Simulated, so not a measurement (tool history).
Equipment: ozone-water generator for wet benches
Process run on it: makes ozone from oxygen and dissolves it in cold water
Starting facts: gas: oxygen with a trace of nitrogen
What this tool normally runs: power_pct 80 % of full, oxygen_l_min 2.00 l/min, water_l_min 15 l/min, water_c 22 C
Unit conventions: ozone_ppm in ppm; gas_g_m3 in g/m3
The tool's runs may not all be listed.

run   hour  power_pct  oxygen_l_min  water_l_min  water_c  ozone_ppm  gas_g_m3
  1    0.0         80          2.00           15       22        9.6     170.2
  2   26.8         80          2.00           24       22        6.2     171.5
  3   48.9         80          2.00           24       22        6.4     172.0
  4   63.8         80          2.00           24       22        6.2     171.2
  5   92.0         80          2.00           15       22        9.6     170.9
  6  115.0         80          2.00           15       22        9.6     170.4
  7  143.6         80          2.00           15       22        9.8     170.6
  8  166.6         80          2.00           15       22        9.6     169.6
  9  191.7         80          2.00           15       26        9.1     171.4
 10  221.9         80          2.00           14       22       10.0     168.8
 11  251.0         80          2.00           14       22       10.1     169.4
 12  277.9         80          2.00           12       22       11.7     167.9
 13  309.7         80          2.00           15       21        9.5     169.0
 14  327.7         80          2.00           15       19        9.8     168.2
 15  343.6         80          2.00           15       19        9.8     168.2
 16  358.9         80          3.44           15       22       11.2     139.1
 17  384.8         66          2.96           15       16       10.2     130.7
 18  406.1         80          2.00           22       18        6.9     167.4
 19  427.9         80          2.00           22       18        6.8     168.3
 20  451.3         80          2.00           22       18        7.0     167.9
 21  480.9         50          2.33           17       16        7.3     119.1
     483.7  -- water thermometer calibrated
 22  504.0         80          1.89           15       22        9.3     168.4
 23  532.2         80          1.89           15       22        9.3     169.1
 24  550.5         80          1.89           15       22        9.3     170.3
 25  571.4         80          1.89           15       22        9.2     169.0
 26  594.4         80          1.14           15       21        7.4     200.5
 27  625.5         80          2.74           15       22       10.3     148.3
     628.8  -- water thermometer calibrated, once more
 28  649.4         51          2.00           23       22        4.7     127.0
 29  669.0         40          2.00           12       22        7.3     108.1

Branching from run 29: 3 alternative next runs. What would each branch give?
  A  688.8         40          2.22           15       19          ?         ?
  B  688.8         50          2.00           12       19          ?         ?
  C  688.8         54          1.51           11       22          ?         ?

run  ozone_ppm  gas_g_m3
  A        6.4     103.3
  B        8.7     122.4
  C        8.7     141.2
Without the tool's unlogged condition, the same runs would have read:
run  ozone_ppm  gas_g_m3
  A        7.2     111.3
  B        9.9     134.2
  C        9.9     155.7

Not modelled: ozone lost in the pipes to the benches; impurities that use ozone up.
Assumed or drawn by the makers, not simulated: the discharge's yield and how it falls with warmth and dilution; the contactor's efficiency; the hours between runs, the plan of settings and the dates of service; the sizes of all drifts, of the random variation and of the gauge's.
